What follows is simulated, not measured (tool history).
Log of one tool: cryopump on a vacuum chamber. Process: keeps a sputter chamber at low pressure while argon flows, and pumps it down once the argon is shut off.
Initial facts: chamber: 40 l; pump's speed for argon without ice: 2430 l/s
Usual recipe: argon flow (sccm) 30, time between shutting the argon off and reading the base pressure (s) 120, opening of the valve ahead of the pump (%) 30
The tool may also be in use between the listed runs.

run   hour  argon flow (sccm)  time between shutting the argon off and reading the base pressure (s)  opening of the valve ahead of the pump (%)  pressure while argon flows (Pa)  pressure after the wait (uPa)
  1    0.0                 30                                                                    120                                          30                           0.0706                           0.72
  2   21.0                 30                                                                    120                                          27                           0.0797                           0.74
  3   33.6                 30                                                                    120                                          27                           0.0792                           0.75
  4   43.9                 30                                                                    120                                          38                           0.0572                           0.76
  5   57.0                 30                                                                    120                                          38                           0.0561                           0.74
  6   76.1                 30                                                                    120                                          38                           0.0554                           0.73
  7   87.4                 30                                                                    120                                          30                           0.0712                           0.76
  8  105.6                 30                                                                    120                                          30                           0.0711                           0.75
  9  118.7                 30                                                                    120                                          30                           0.0704                           0.74
 10  138.3                 30                                                                    120                                          30                           0.0711                           0.80
 11  152.6                 30                                                                    120                                          30                           0.0713                           0.81
 12  162.5                 58                                                                    120                                          30                           0.1380                           0.80
 13  182.0                 58                                                                    120                                          30                           0.1369                           0.82
 14  194.3                 30                                                                    120                                          32                           0.0671                           0.79

What will run 15 give?
 15  207.1                 30                                                                    120                                          32                                ?                              ?

{"run 15": {"pressure while argon flows (Pa)": 0.0669, "pressure after the wait (uPa)": 0.83}}
Were there no unlogged condition in the tool, this run, its random variation unchanged, would have produced pressure while argon flows (Pa) 0.0650, pressure after the wait (uPa) 0.35.

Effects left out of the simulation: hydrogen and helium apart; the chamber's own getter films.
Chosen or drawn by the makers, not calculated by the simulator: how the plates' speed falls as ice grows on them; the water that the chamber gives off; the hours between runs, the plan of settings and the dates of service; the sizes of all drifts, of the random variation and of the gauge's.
